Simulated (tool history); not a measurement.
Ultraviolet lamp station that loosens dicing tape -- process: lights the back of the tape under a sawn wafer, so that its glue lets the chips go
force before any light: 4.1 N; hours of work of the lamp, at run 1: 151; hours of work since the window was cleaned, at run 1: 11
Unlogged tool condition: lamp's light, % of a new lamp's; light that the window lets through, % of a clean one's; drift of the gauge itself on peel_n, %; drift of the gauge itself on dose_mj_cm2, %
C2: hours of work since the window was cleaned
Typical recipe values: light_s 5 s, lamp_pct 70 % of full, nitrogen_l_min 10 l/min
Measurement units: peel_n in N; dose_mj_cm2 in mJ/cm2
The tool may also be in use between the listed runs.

{"run": 1, "day": 0.0, "light_s": 5, "lamp_pct": 70, "nitrogen_l_min": 10, "hours of work of the lamp": 151, "C2": 11, "peel_n": 0.535, "dose_mj_cm2": 255}
{"run": 2, "day": 1.233, "light_s": 5, "lamp_pct": 98, "nitrogen_l_min": 10, "hours of work of the lamp": 173, "C2": 33, "peel_n": 0.341, "dose_mj_cm2": 351}
{"run": 3, "day": 2.829, "light_s": 5, "lamp_pct": 98, "nitrogen_l_min": 10, "hours of work of the lamp": 201, "C2": 61, "peel_n": 0.346, "dose_mj_cm2": 350}
{"run": 4, "day": 4.454, "light_s": 5, "lamp_pct": 98, "nitrogen_l_min": 10, "hours of work of the lamp": 230, "C2": 89, "peel_n": 0.357, "dose_mj_cm2": 347}
{"run": 5, "day": 5.971, "light_s": 5, "lamp_pct": 98, "nitrogen_l_min": 10, "hours of work of the lamp": 256, "C2": 116, "peel_n": 0.354, "dose_mj_cm2": 340}
{"run": 6, "day": 7.638, "light_s": 5, "lamp_pct": 98, "nitrogen_l_min": 10, "hours of work of the lamp": 286, "C2": 145, "peel_n": 0.355, "dose_mj_cm2": 331}
{"run": 7, "day": 9.404, "light_s": 5, "lamp_pct": 80, "nitrogen_l_min": 10, "hours of work of the lamp": 317, "C2": 176, "peel_n": 0.5, "dose_mj_cm2": 268}
{"run": 8, "day": 11.046, "light_s": 5, "lamp_pct": 70, "nitrogen_l_min": 10, "hours of work of the lamp": 346, "C2": 205, "peel_n": 0.619, "dose_mj_cm2": 227}
{"run": 9, "day": 12.558, "light_s": 5, "lamp_pct": 70, "nitrogen_l_min": 10, "hours of work of the lamp": 372, "C2": 232, "peel_n": 0.662, "dose_mj_cm2": 222}
{"run": 10, "day": 13.979, "light_s": 5, "lamp_pct": 72, "nitrogen_l_min": 4, "hours of work of the lamp": 397, "C2": 257, "peel_n": 0.941, "dose_mj_cm2": 224}

The next listed run, before its measurement:
{"run": 11, "day": 14.879, "light_s": 8, "lamp_pct": 78, "nitrogen_l_min": 13, "hours of work of the lamp": 413, "C2": 273, "peel_n": "?", "dose_mj_cm2": "?"}

Run 11 measured peel_n 0.271 N, dose_mj_cm2 393 mJ/cm2.
Without the tool's hidden state the same run would have given peel_n 0.224 N, dose_mj_cm2 492 mJ/cm2.
